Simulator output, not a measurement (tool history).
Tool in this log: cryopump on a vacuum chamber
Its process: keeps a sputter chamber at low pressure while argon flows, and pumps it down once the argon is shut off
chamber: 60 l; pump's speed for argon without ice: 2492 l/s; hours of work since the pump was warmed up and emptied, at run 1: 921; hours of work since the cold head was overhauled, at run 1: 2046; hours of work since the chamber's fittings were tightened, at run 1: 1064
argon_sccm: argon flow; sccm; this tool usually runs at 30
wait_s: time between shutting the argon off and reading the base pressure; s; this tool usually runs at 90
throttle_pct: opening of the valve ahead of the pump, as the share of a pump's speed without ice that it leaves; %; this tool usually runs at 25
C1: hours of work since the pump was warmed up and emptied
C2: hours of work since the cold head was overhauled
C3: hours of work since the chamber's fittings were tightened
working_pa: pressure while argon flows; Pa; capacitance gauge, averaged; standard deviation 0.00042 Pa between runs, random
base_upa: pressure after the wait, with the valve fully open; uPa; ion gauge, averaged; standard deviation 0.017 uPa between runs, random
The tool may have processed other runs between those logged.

Run 1, hour 0.0: usual settings; C1 921; C2 2046; C3 1064. Result: working_pa 0.0885 Pa, base_upa 0.87 uPa.
Run 2, hour 54.8: usual settings; C1 961; C2 2086; C3 1104. Result: working_pa 0.0875 Pa, base_upa 0.83 uPa.
Run 3, hour 100.4: usual settings; C1 995; C2 2119; C3 1137. Result: working_pa 0.0888 Pa, base_upa 0.87 uPa.
Run 4, hour 147.3: usual settings; C1 1029; C2 2154; C3 1172. Result: working_pa 0.0888 Pa, base_upa 0.90 uPa.
Run 5, hour 186.3: usual settings; C1 1058; C2 2182; C3 1200. Result: working_pa 0.0894 Pa, base_upa 0.90 uPa.
At hour 238.8: pump warmed up, emptied and cooled again.
Run 6, hour 252.0: usual settings; C1 10; C2 2227; C3 1244. Result: working_pa 0.0815 Pa, base_upa 0.79 uPa.
Run 7, hour 325.2: usual settings; C1 63; C2 2280; C3 1298. Result: working_pa 0.0823 Pa, base_upa 0.83 uPa.
Run 8, hour 392.6: usual settings; C1 112; C2 2329; C3 1347. Result: working_pa 0.0820 Pa, base_upa 0.84 uPa.
Run 9, hour 453.4: usual settings; C1 157; C2 2374; C3 1392. Result: working_pa 0.0835 Pa, base_upa 0.86 uPa.
Run 10, hour 501.6: usual settings; C1 192; C2 2409; C3 1427. Result: working_pa 0.0832 Pa, base_upa 0.83 uPa.
Run 11, hour 545.6: usual settings; C1 224; C2 2441; C3 1459. Result: working_pa 0.0827 Pa, base_upa 0.86 uPa.
Run 12, hour 611.0: usual settings; C1 272; C2 2489; C3 1507. Result: working_pa 0.0833 Pa, base_upa 0.87 uPa.
Run 13, hour 652.8: usual settings; C1 303; C2 2520; C3 1538. Result: working_pa 0.0837 Pa, base_upa 0.87 uPa.
Run 14, hour 708.0: usual settings; C1 343; C2 2560; C3 1578. Result: working_pa 0.0834 Pa, base_upa 0.83 uPa.
Run 15, hour 742.4: usual settings; C1 368; C2 2585; C3 1603. Result: working_pa 0.0831 Pa, base_upa 0.85 uPa.
Run 16, hour 794.4: usual settings; C1 406; C2 2623; C3 1641. Result: working_pa 0.0845 Pa, base_upa 0.86 uPa.
Run 17, hour 853.1: usual settings; C1 449; C2 2666; C3 1684. Result: working_pa 0.0843 Pa, base_upa 0.89 uPa.
Run 18, hour 886.4: usual settings but argon_sccm 28 sccm, wait_s 51 s, throttle_pct 23 %; C1 473; C2 2690; C3 1708. Result: working_pa 0.0854 Pa, base_upa 1.33 uPa.
Run 19, hour 936.8: usual settings but argon_sccm 28 sccm, wait_s 51 s, throttle_pct 23 %; C1 510; C2 2727; C3 1745. Result: working_pa 0.0857 Pa, base_upa 1.32 uPa.
Run 20, hour 1005.0: usual settings but argon_sccm 14 sccm, wait_s 23 s, throttle_pct 17 %; C1 560; C2 2777; C3 1795. Result: working_pa 0.0580 Pa, base_upa 2.72 uPa.
Run 21, hour 1043.2: usual settings but argon_sccm 14 sccm, wait_s 23 s, throttle_pct 17 %; C1 588; C2 2805; C3 1823. Result: working_pa 0.0582 Pa, base_upa 2.67 uPa.
Run 22, hour 1101.5: usual settings but argon_sccm 24 sccm, wait_s 22 s, throttle_pct 17 %; C1 631; C2 2848; C3 1866. Result: working_pa 0.0989 Pa, base_upa 2.76 uPa.
Run 23, hour 1136.1: usual settings but argon_sccm 50 sccm, wait_s 29 s; C1 656; C2 2873; C3 1891. Result: working_pa 0.1427 Pa, base_upa 2.18 uPa.
Run 24, hour 1197.0: usual settings but argon_sccm 50 sccm, wait_s 29 s, throttle_pct 29 %; C1 701; C2 2917; C3 1935. Result: working_pa 0.1251 Pa, base_upa 2.19 uPa.
Run 25, hour 1262.9: usual settings but argon_sccm 21 sccm; C1 749; C2 2966; C3 1984. Result: working_pa 0.0614 Pa, base_upa 0.94 uPa.
Run 26, hour 1324.1: usual settings but argon_sccm 57 sccm, throttle_pct 37 %; C1 794; C2 3010; C3 2028. Result: working_pa 0.1149 Pa, base_upa 0.95 uPa.
Run 27, hour 1368.1: usual settings but argon_sccm 57 sccm, throttle_pct 37 %; C1 826; C2 3043; C3 2060. Result: working_pa 0.1152 Pa, base_upa 0.94 uPa.
Run 28, hour 1404.5: usual settings but argon_sccm 18 sccm, wait_s 147 s, throttle_pct 35 %; C1 852; C2 3069; C3 2087. Result: working_pa 0.0384 Pa, base_upa 0.71 uPa.
Run 29, hour 1451.8: usual settings but argon_sccm 18 sccm, wait_s 147 s, throttle_pct 35 %; C1 887; C2 3104; C3 2122. Result: working_pa 0.0386 Pa, base_upa 0.74 uPa.
Run 30, hour 1488.9: usual settings but wait_s 51 s; C1 914; C2 3131; C3 2149. Result: working_pa 0.0883 Pa, base_upa 1.43 uPa.
Run 31, hour 1522.1: usual settings but wait_s 51 s; C1 938; C2 3155; C3 2173. Result: working_pa 0.0872 Pa, base_upa 1.42 uPa.
Run 32, hour 1569.6: usual settings but argon_sccm 36 sccm, wait_s 170 s; C1 973; C2 3190; C3 2208. Result: working_pa 0.1052 Pa, base_upa 0.69 uPa.
Run 33, hour 1602.4: usual settings but argon_sccm 47 sccm, wait_s 35 s, throttle_pct 16 %; C1 997; C2 3214; C3 2232. Result: working_pa 0.2101 Pa, base_upa 1.88 uPa.

The logged runs with the hidden state left out (each run's random variation unchanged):
Hidden state at play: pump's speed, % of a pump's without ice; cold plate's temperature, K; leak into the chamber, uPa l/s; drift of the gauge itself on working_pa, %; drift of the gauge itself on base_upa, %.
run  working_pa  base_upa
  1      0.0821      0.74
  2      0.0808      0.68
  3      0.0819      0.71
  4      0.0815      0.74
  5      0.0818      0.73
  6      0.0811      0.69
  7      0.0816      0.72
  8      0.0810      0.73
  9      0.0822      0.74
 10      0.0817      0.71
 11      0.0810      0.74
 12      0.0813      0.74
 13      0.0815      0.73
 14      0.0810      0.69
 15      0.0806      0.70
 16      0.0817      0.71
 17      0.0813      0.74
 18      0.0824      1.17
 19      0.0825      1.15
 20      0.0562      2.53
 21      0.0563      2.48
 22      0.0954      2.57
 23      0.1352      1.98
 24      0.1170      1.98
 25      0.0577      0.73
 26      0.1044      0.72
 27      0.1041      0.71
 28      0.0348      0.48
 29      0.0348      0.50
 30      0.0817      1.19
 31      0.0804      1.17
 32      0.0967      0.43
 33      0.1986      1.62
